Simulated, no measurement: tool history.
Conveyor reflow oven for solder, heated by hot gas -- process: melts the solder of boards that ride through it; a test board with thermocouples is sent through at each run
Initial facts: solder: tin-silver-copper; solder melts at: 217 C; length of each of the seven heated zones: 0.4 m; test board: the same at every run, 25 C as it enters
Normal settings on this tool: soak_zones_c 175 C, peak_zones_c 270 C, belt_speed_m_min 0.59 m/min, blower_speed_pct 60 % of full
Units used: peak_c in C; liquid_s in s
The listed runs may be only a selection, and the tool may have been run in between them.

run,day,soak_zones_c,peak_zones_c,belt_speed_m_min,blower_speed_pct,peak_c,liquid_s
1,0,175,270,0.59,60,252.4,60.65
2,0.35,175,270,0.59,60,252.2,60.71
3,0.954,175,270,0.59,60,252.3,60.73
# day 1.608: flux residue cleaned out of gas plates and filters
4,1.792,175,270,0.59,60,253.4,61.85
5,2.112,175,270,0.59,60,253.1,61.94
6,2.408,175,270,0.59,60,253.3,61.91
7,3.008,175,270,0.59,60,252.9,61.93
8,3.333,175,270,0.59,60,253.1,61.75
9,3.65,175,270,0.59,60,252.9,61.98
10,4.233,175,270,0.59,60,252.7,61.84
11,4.662,175,270,0.59,60,252.8,61.56
12,4.975,175,270,0.59,60,252.7,61.65
13,5.354,175,270,0.59,60,253.1,61.47
14,5.7,175,270,0.512,60,257.4,75.72
15,6.317,175,270,0.512,60,257.1,75.77
16,6.692,175,270,0.512,82,260.2,78.99
17,7.025,185,270,0.512,62,259,81.84
18,7.396,166,270,0.507,71,258.5,74.39
19,7.658,167,261,0.521,81,250.7,67.64
20,8.088,166,261,0.596,81,246.8,54.47
21,8.446,169,270,0.59,67,253,60.08
22,9.004,169,270,0.59,67,252.9,59.77
23,9.308,175,270,0.486,60,258.4,81.1
24,9.917,183,276,0.571,70,262.1,73.73
25,10.288,183,276,0.571,70,262.5,73.93
26,10.925,183,276,0.571,70,262.1,73.81
27,11.492,161,270,0.624,66,249.2,50.5
28,11.792,175,262,0.635,60,242.7,48.51
29,12.225,175,262,0.635,60,243.3,48.56
30,12.675,175,259,0.608,79,245,54.88

Below are 5 alternative next runs, each starting from the tool's condition after run 30. Predict each:
A,13.196,175,270,0.481,60,?,?
B,13.196,175,283,0.608,65,?,?
C,13.196,175,259,0.608,54,?,?
D,13.196,175,270,0.688,60,?,?
E,13.196,170,264,0.608,79,?,?

run,peak_c,liquid_s
A,258.4,82.2
B,263.7,66.8
C,240.6,47.98
D,247,46.91
E,248.8,55.87
Without the tool's unlogged condition, the same runs would have read:
run,peak_c,liquid_s
A,259.7,82.89
B,265.3,67.43
C,241.9,49.4
D,248.5,48.08
E,250.3,57.03

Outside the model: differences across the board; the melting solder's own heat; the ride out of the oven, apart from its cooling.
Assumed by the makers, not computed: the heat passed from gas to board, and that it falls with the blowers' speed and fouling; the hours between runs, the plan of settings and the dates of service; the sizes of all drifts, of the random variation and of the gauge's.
